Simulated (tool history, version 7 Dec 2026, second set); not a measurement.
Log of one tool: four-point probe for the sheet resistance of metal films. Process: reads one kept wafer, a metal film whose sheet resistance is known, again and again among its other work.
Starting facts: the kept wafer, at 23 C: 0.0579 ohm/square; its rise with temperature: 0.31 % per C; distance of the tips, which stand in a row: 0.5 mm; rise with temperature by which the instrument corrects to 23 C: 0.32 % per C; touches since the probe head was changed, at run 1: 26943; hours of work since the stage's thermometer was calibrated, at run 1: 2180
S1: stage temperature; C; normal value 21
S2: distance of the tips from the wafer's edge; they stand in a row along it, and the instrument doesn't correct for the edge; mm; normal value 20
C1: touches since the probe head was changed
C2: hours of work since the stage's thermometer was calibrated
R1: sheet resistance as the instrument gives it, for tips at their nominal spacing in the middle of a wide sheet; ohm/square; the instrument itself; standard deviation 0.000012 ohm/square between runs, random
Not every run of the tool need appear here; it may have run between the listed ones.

run 1 hour=0.0 | S1=21 S2=20 | C1=26943 C2=2180 | R1=0.057914
run 2 hour=42.9 | S1=21 S2=20 | C1=27404 C2=2200 | R1=0.057928
run 3 hour=129.8 | S1=21 S2=20 | C1=28336 C2=2240 | R1=0.057933
run 4 hour=202.8 | S1=22 S2=20 | C1=29119 C2=2275 | R1=0.057937
-- hour=209.4 stage's thermometer calibrated
run 5 hour=248.7 | S1=22 S2=20 | C1=29606 C2=18 | R1=0.057839
run 6 hour=341.2 | S1=22 S2=20 | C1=30598 C2=62 | R1=0.057841
run 7 hour=424.2 | S1=25 S2=3 | C1=31489 C2=101 | R1=0.058674
-- hour=477.1 stage's thermometer calibrated, once more
run 8 hour=477.1 | S1=19 S2=3 | C1=32050 C2=0 | R1=0.058956
run 9 hour=555.1 | S1=19 S2=3 | C1=32887 C2=37 | R1=0.058975
run 10 hour=634.1 | S1=19 S2=3 | C1=33735 C2=74 | R1=0.058965
run 11 hour=725.3 | S1=30 S2=58 | C1=34713 C2=116 | R1=0.058023
run 12 hour=822.6 | S1=30 S2=5 | C1=35757 C2=162 | R1=0.058333

Predict each of these 4 candidate next runs independently; none follows another, all start after run 12:
run A hour=893.6 | S1=31 S2=32 | C1=36518 C2=195 | R1=?
run B hour=893.6 | S1=26 S2=5 | C1=36518 C2=195 | R1=?
run C hour=893.6 | S1=26 S2=73 | C1=36518 C2=195 | R1=?
run D hour=893.6 | S1=23 S2=5 | C1=36518 C2=195 | R1=?

run=A R1=0.057998
run=B R1=0.058356
run=C R1=0.058073
run=D R1=0.058394
The same runs, with their run-to-run variation unchanged, on a tool lacking any hidden condition would have given:
run=A R1=0.057812
run=B R1=0.058169
run=C R1=0.057888
run=D R1=0.058207
